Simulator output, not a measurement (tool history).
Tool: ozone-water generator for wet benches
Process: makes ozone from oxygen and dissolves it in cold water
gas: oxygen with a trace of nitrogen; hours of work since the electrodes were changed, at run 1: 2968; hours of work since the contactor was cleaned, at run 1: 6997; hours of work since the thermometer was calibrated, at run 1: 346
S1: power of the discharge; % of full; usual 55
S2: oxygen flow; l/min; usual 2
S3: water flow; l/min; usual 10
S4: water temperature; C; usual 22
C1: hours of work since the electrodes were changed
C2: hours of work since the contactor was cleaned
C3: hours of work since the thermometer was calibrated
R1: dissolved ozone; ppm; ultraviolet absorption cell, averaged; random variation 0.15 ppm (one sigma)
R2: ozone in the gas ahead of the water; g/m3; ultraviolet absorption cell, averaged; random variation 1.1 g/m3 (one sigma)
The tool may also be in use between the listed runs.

run	hour	S1	S2	S3	S4	C1	C2	C3	R1	R2
1	0	55	2	10	22	2968	6997	346	18.9	200.1
2	141.1	55	2	10	22	3065	7094	443	19.1	202.2
3	233.7	55	2	9	22	3129	7158	506	20.9	203.1
4	318.9	55	2	7	22	3187	7216	565	25.1	203.7
5	395.8	55	2	10	22	3240	7269	618	18.9	203.6
6	582.1	55	2	11	22	3369	7397	746	17.6	207.1
7	704.6	55	2	11	22	3453	7482	830	17.4	202.6
8	792.5	55	2	11	22	3513	7542	891	17.4	203.5
9	891.8	55	2	11	22	3582	7610	959	17.5	201.2
10	983.2	55	2	11	22	3644	7673	1022	17.2	202.1
11	1097.9	57	2	10	22	3723	7752	1101	19.3	204.3
12	1222.5	55	2	15	22	3809	7838	1187	13	203.3
13	1300.5	55	1.78	15	22	3863	7892	1241	12.2	212.5
14	1411.5	55	1.78	15	22	3939	7968	1317	12.4	212.4
15	1519.2	60	1.78	15	22	4013	8042	1391	13.1	222.2
16	1658.9	60	1.78	15	22	4109	8138	1487	13	219.4
17	1803.2	60	1.78	15	22	4209	8237	1586	12.9	224
18	1956.8	98	1.68	10	22	4314	8343	1692	24	288.3
19	2083.9	52	1.68	10	22	4402	8431	1780	17.6	207.3
20	2261.5	52	1.68	10	22	4524	8553	1902	17.6	209
21	2431.8	52	1.68	10	22	4641	8670	2019	17.7	211.7
22	2511.3	60	1.73	9	22	4696	8725	2074	20.9	223.1
23	2600.2	55	3.49	7	22	4757	8786	2135	26.5	169.7
24	2773	91	3.49	7	18	4876	8905	2254	36.9	217.1
25	2913	91	3.49	7	18	4972	9001	2350	36.8	219.5
26	3007.2	94	2	7	22	5037	9066	2415	32.5	269.7
27	3176.5	94	2	7	22	5154	9182	2531	33.1	269
28	3356.6	94	2.78	14	22	5278	9306	2655	20.1	242.4
29	3535.1	60	2.78	14	22	5400	9429	2778	16.3	193.1
30	3700	60	2.78	14	22	5514	9543	2892	16	191.3
31	3828.8	86	2.87	8	22	5602	9631	2980	30.1	230.1
# hour 3860: water thermometer calibrated
32	4016.1	65	1.32	13	19	5731	9760	107	14.3	257.9
33	4104.5	44	2	10	22	5792	9821	168	17.1	184.2

Forecast each of these 3 alternatives for the next run:
A	4237.6	76	2.84	11	22	5883	9912	260	?	?
B	4237.6	99	2.38	13	22	5883	9912	260	?	?
C	4237.6	63	2	10	25	5883	9912	260	?	?

run	R1	R2
A	22.4	217.3
B	21.2	260
C	19.5	222.6
Without the tool's hidden state the same runs would have given:
run	R1	R2
A	22.5	212.5
B	21.3	254.3
C	19.5	217.6
